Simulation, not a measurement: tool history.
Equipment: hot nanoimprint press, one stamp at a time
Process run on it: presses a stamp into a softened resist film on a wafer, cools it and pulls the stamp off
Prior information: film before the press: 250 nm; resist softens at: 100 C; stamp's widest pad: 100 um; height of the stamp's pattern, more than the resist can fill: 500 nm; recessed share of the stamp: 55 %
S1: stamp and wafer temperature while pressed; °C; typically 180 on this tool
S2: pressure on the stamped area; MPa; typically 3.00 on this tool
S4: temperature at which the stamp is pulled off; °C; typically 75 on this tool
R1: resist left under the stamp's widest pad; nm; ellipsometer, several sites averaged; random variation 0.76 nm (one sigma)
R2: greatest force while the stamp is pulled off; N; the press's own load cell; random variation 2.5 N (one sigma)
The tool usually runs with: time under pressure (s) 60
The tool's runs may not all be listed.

{"run": 1, "day": 0.0, "S1": 180, "S2": 3.0, "time under pressure (s)": 60, "S4": 75, "R1": 134.4, "R2": 116}
{"run": 2, "day": 1.912, "S1": 180, "S2": 3.0, "time under pressure (s)": 60, "S4": 75, "R1": 135.4, "R2": 108}
{"run": 3, "day": 3.292, "S1": 180, "S2": 3.0, "time under pressure (s)": 60, "S4": 75, "R1": 134.8, "R2": 112}
{"run": 4, "day": 4.475, "S1": 180, "S2": 3.0, "time under pressure (s)": 60, "S4": 75, "R1": 134.7, "R2": 117}
{"run": 5, "day": 6.521, "S1": 180, "S2": 3.0, "time under pressure (s)": 60, "S4": 75, "R1": 134.0, "R2": 113}
{"run": 6, "day": 7.467, "S1": 180, "S2": 3.0, "time under pressure (s)": 35, "S4": 75, "R1": 159.1, "R2": 112}
{"day": 8.008, "done": "press's hydraulic seals changed and the load cell set to zero"}
{"run": 7, "day": 9.183, "S1": 180, "S2": 3.0, "time under pressure (s)": 35, "S4": 75, "R1": 158.3, "R2": 114}
{"run": 8, "day": 11.35, "S1": 180, "S2": 3.0, "time under pressure (s)": 60, "S4": 75, "R1": 136.5, "R2": 116}
{"run": 9, "day": 13.088, "S1": 180, "S2": 3.0, "time under pressure (s)": 60, "S4": 80, "R1": 135.3, "R2": 107}
{"run": 10, "day": 14.858, "S1": 180, "S2": 3.0, "time under pressure (s)": 60, "S4": 80, "R1": 135.3, "R2": 104}
{"run": 11, "day": 17.096, "S1": 180, "S2": 3.0, "time under pressure (s)": 60, "S4": 80, "R1": 136.2, "R2": 105}
{"run": 12, "day": 18.358, "S1": 180, "S2": 3.0, "time under pressure (s)": 60, "S4": 80, "R1": 136.6, "R2": 101}
{"run": 13, "day": 20.546, "S1": 180, "S2": 3.0, "time under pressure (s)": 60, "S4": 80, "R1": 135.6, "R2": 104}
{"run": 14, "day": 21.829, "S1": 180, "S2": 3.0, "time under pressure (s)": 46, "S4": 75, "R1": 148.7, "R2": 113}
{"run": 15, "day": 23.592, "S1": 180, "S2": 3.0, "time under pressure (s)": 60, "S4": 75, "R1": 135.6, "R2": 119}
{"run": 16, "day": 25.125, "S1": 170, "S2": 3.64, "time under pressure (s)": 43, "S4": 75, "R1": 174.2, "R2": 114}
{"run": 17, "day": 26.9, "S1": 170, "S2": 3.64, "time under pressure (s)": 43, "S4": 75, "R1": 174.3, "R2": 112}
{"run": 18, "day": 27.996, "S1": 180, "S2": 3.95, "time under pressure (s)": 64, "S4": 75, "R1": 116.3, "R2": 112}
{"run": 19, "day": 29.329, "S1": 170, "S2": 3.0, "time under pressure (s)": 77, "S4": 79, "R1": 161.7, "R2": 104}
{"run": 20, "day": 31.379, "S1": 190, "S2": 3.0, "time under pressure (s)": 77, "S4": 79, "R1": 98.4, "R2": 107}
{"run": 21, "day": 33.492, "S1": 190, "S2": 3.0, "time under pressure (s)": 77, "S4": 79, "R1": 97.3, "R2": 105}
{"day": 34.188, "done": "plate thermocouple calibrated"}
{"run": 22, "day": 34.883, "S1": 190, "S2": 3.0, "time under pressure (s)": 77, "S4": 79, "R1": 98.0, "R2": 108}
{"run": 23, "day": 36.112, "S1": 177, "S2": 2.32, "time under pressure (s)": 81, "S4": 79, "R1": 152.8, "R2": 106}
{"run": 24, "day": 38.367, "S1": 177, "S2": 2.32, "time under pressure (s)": 81, "S4": 79, "R1": 152.1, "R2": 113}
{"run": 25, "day": 40.217, "S1": 177, "S2": 2.32, "time under pressure (s)": 81, "S4": 79, "R1": 152.8, "R2": 104}
{"run": 26, "day": 41.538, "S1": 175, "S2": 2.59, "time under pressure (s)": 81, "S4": 79, "R1": 153.6, "R2": 109}
{"run": 27, "day": 42.762, "S1": 175, "S2": 2.59, "time under pressure (s)": 81, "S4": 79, "R1": 152.8, "R2": 107}
{"day": 43.854, "done": "stamp cleaned and given a new release coat"}
{"run": 28, "day": 45.15, "S1": 175, "S2": 2.59, "time under pressure (s)": 81, "S4": 79, "R1": 152.9, "R2": 105}
{"run": 29, "day": 47.246, "S1": 176, "S2": 1.92, "time under pressure (s)": 60, "S4": 75, "R1": 181.7, "R2": 111}
{"run": 30, "day": 48.442, "S1": 180, "S2": 3.0, "time under pressure (s)": 46, "S4": 75, "R1": 149.7, "R2": 112}

Measured result minus the same run's result without the hidden state. Both carry the same run-to-run variation, though not necessarily the same gauge scatter:
The tool's hidden condition here consists of: true temperature over the reading, C; pressure that arrives at the usual setting, %; grip of the stamp's worn release coat, % over a new coat's; drift of the gauge itself on residual_nm, %; drift of the gauge itself on pull_off_n, %.
run=1 R1=+0.1
run=2 R1=+0.2
run=3 R1=+0.2
run=4 R1=+0.3
run=5 R1=+0.5
run=6 R1=+0.6
run=7 R1=+0.7
run=8 R1=+0.8
run=9 R1=+0.9
run=10 R1=+1.0
run=11 R1=+1.2
run=12 R1=+1.3
run=13 R1=+1.5
run=14 R1=+1.7
run=15 R1=+1.7
run=16 R1=+2.2
run=17 R1=+2.4
run=18 R1=+1.6
run=19 R1=+2.4
run=20 R1=+1.5
run=21 R1=+1.6
run=22 R1=+1.7
run=23 R1=+2.7
run=24 R1=+2.9
run=25 R1=+3.0
run=26 R1=+3.1
run=27 R1=+3.2
run=28 R1=+3.4
run=29 R1=+4.2
run=30 R1=+3.5
R2: at most 2 N away from the measurement, every run.
